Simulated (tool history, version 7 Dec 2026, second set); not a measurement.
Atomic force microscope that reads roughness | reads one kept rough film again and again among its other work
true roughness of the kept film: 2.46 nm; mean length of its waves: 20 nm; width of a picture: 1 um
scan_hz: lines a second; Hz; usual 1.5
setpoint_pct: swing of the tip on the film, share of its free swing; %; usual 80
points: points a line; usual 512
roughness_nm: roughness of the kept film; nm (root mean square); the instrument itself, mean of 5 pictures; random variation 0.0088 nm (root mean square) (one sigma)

| run | day | scan_hz | setpoint_pct | points | roughness_nm |
|---|---|---|---|---|---|
| 1 | 0 | 1.5 | 80 | 512 | 1.889 |
| 2 | 1.042 | 1.5 | 80 | 512 | 1.865 |
| 3 | 2.967 | 1.5 | 80 | 512 | 1.827 |
| 4 | 4.883 | 1.5 | 80 | 512 | 1.797 |
| 5 | 6.738 | 1.5 | 80 | 512 | 1.764 |
| 6 | 8.467 | 1.5 | 62 | 512 | 1.813 |
| 7 | 10.662 | 1.5 | 80 | 705 | 1.678 |
| 8 | 12.492 | 0.76 | 80 | 512 | 1.711 |
|  | 13.717 | new tip fitted |
| 9 | 14.425 | 1.5 | 56 | 512 | 2.049 |
| 10 | 15.883 | 1.5 | 56 | 512 | 1.988 |
| 11 | 17.875 | 1.5 | 80 | 512 | 1.863 |
| 12 | 19.575 | 1.5 | 80 | 512 | 1.844 |
| 13 | 21.892 | 1.5 | 80 | 512 | 1.793 |
| 14 | 24.104 | 1.5 | 80 | 512 | 1.746 |
| 15 | 25.742 | 1.5 | 80 | 512 | 1.731 |
| 16 | 27.283 | 1.5 | 80 | 512 | 1.703 |
| 17 | 29.271 | 1.5 | 80 | 512 | 1.672 |
|  | 29.446 | new tip fitted |
| 18 | 31.008 | 1.5 | 80 | 512 | 1.921 |
| 19 | 32.188 | 1.5 | 80 | 744 | 1.917 |
|  | 32.417 | height scale calibrated on a step standard |
| 20 | 34.533 | 1.5 | 88 | 744 | 1.816 |
| 21 | 36.371 | 1.5 | 88 | 744 | 1.789 |
| 22 | 38.567 | 1.5 | 88 | 744 | 1.731 |
| 23 | 40.483 | 1.06 | 67 | 771 | 1.823 |
| 24 | 41.721 | 1.06 | 67 | 771 | 1.805 |
| 25 | 44.067 | 1.5 | 80 | 287 | 1.654 |
|  | 45.271 | new tip fitted |
| 26 | 45.929 | 2.8 | 80 | 287 | 1.794 |
|  | 46.296 | height scale calibrated on a step standard, once more |
| 27 | 47.2 | 2.8 | 80 | 287 | 1.762 |

The next listed run, before its measurement:
| 28 | 49.521 | 1.5 | 57 | 512 | ? |

Run 28 gave roughness_nm 1.949 nm (root mean square).
Without the tool's hidden state the same run would have given roughness_nm 2.058 nm (root mean square).
